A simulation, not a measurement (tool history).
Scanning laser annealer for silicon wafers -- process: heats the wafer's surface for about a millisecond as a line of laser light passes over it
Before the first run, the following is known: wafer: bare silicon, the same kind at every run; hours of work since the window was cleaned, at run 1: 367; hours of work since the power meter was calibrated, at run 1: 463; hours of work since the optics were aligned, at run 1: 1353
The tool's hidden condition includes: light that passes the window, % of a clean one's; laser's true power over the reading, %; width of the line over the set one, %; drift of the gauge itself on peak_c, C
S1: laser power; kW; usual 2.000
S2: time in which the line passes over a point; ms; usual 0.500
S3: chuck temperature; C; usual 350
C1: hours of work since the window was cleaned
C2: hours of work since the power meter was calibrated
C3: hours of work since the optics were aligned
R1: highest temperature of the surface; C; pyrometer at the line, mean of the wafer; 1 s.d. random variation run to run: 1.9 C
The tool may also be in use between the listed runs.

Run 1, hour 0.0: usual settings; C1 367; C2 463; C3 1353. Result: R1 1144 C.
Run 2, hour 55.7: usual settings; C1 398; C2 494; C3 1385. Result: R1 1137 C.
At hour 78.4: window over the wafer cleaned.
Run 3, hour 94.0: usual settings; C1 9; C2 515; C3 1405. Result: R1 1157 C.
Run 4, hour 143.8: usual settings; C1 37; C2 543; C3 1433. Result: R1 1157 C.
Run 5, hour 187.7: usual settings but S3 355 C; C1 62; C2 568; C3 1458. Result: R1 1154 C.
Run 6, hour 234.9: usual settings but S3 326 C; C1 89; C2 595; C3 1485. Result: R1 1128 C.
Run 7, hour 276.8: usual settings but S3 360 C; C1 112; C2 618; C3 1509. Result: R1 1162 C.
Run 8, hour 318.8: usual settings but S3 360 C; C1 136; C2 642; C3 1532. Result: R1 1153 C.
Run 9, hour 381.3: usual settings but S3 360 C; C1 172; C2 678; C3 1568. Result: R1 1158 C.
Run 10, hour 436.3: usual settings but S2 0.419 ms; C1 203; C2 709; C3 1599. Result: R1 1072 C.
At hour 444.8: laser's power meter calibrated.
Run 11, hour 483.7: usual settings but S2 0.419 ms; C1 228; C2 22; C3 1624. Result: R1 1072 C.
Run 12, hour 529.5: usual settings but S1 1.981 kW, S2 0.419 ms, S3 333 C; C1 254; C2 48; C3 1650. Result: R1 1042 C.
At hour 597.7: laser's power meter calibrated, once more.
Run 13, hour 597.7: usual settings but S1 1.778 kW, S3 355 C; C1 291; C2 0; C3 1687. Result: R1 1037 C.
At hour 664.5: optics aligned, line set to its width.
Run 14, hour 665.9: usual settings but S1 1.778 kW, S3 355 C; C1 327; C2 36; C3 1. Result: R1 1042 C.
Run 15, hour 701.7: usual settings but S1 1.778 kW, S3 332 C; C1 347; C2 56; C3 21. Result: R1 1019 C.
Run 16, hour 767.2: usual settings but S1 1.905 kW, S2 0.351 ms, S3 312 C; C1 384; C2 93; C3 58. Result: R1 925 C.
At hour 815.5: window over the wafer cleaned.
Run 17, hour 831.4: usual settings but S1 2.123 kW, S2 0.479 ms, S3 319 C; C1 9; C2 128; C3 93. Result: R1 1166 C.
Run 18, hour 885.4: usual settings but S1 2.121 kW, S2 0.351 ms, S3 326 C; C1 40; C2 159; C3 124. Result: R1 1040 C.
Run 19, hour 942.2: usual settings but S1 1.954 kW, S2 0.505 ms, S3 380 C; C1 72; C2 191; C3 156. Result: R1 1169 C.
Run 20, hour 999.9: usual settings but S1 2.160 kW, S2 0.591 ms, S3 337 C; C1 104; C2 224; C3 189. Result: R1 1302 C.
Run 21, hour 1047.1: usual settings but S1 2.160 kW, S2 0.591 ms, S3 337 C; C1 131; C2 251; C3 216. Result: R1 1300 C.
Run 22, hour 1089.4: usual settings but S1 1.881 kW, S2 0.517 ms, S3 361 C; C1 155; C2 275; C3 240. Result: R1 1117 C.

What would each run have given without the hidden state, its run-to-run variation left as it was?
run    R1
  1  1169
  2  1164
  3  1166
  4  1168
  5  1167
  6  1142
  7  1178
  8  1170
  9  1177
 10  1091
 11  1094
 12  1065
 13  1062
 14  1063
 15  1042
 16   947
 17  1174
 18  1048
 19  1181
 20  1318
 21  1319
 22  1133
